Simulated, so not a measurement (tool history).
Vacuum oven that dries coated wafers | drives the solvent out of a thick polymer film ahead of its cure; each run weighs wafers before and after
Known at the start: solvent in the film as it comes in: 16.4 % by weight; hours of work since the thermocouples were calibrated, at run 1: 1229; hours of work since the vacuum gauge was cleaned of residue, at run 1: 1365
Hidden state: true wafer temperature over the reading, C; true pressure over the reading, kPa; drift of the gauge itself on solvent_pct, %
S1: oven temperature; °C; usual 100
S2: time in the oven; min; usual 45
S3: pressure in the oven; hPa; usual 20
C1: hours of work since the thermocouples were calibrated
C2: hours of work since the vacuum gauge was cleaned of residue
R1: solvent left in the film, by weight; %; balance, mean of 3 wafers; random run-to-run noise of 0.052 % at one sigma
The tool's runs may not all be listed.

run   hour   S1  S2    S3    C1    C2    R1
  1      0  100  45    20  1229  1365   1.1
  2  118.4  100  45    20  1290  1425  1.16
  3  172.1  100  45    20  1317  1453  1.06
  4  237.7  100  45  43.6  1351  1486  1.74
  5  365.6  100  45    20  1416  1552  1.05
  6  480.9  100  45    20  1475  1610  1.13
  7  566.4  100  60    20  1519  1654  0.74
     690.3  -- oven's thermocouples calibrated
  8  697.1  100  62    20     3  1720     1
  9    774  100  62    20    43  1759  0.98
 10  869.9   92  46  15.7    92  1808  2.95
 11  967.9   92  46  15.7   142  1858  2.99

Predict the results of run 12:
 12  1031.4  93  56  20  174  1891   ?

Run 12 produced R1 2.13 %.
Had the tool carried no hidden state, the very same run would have given R1 2.13 %.

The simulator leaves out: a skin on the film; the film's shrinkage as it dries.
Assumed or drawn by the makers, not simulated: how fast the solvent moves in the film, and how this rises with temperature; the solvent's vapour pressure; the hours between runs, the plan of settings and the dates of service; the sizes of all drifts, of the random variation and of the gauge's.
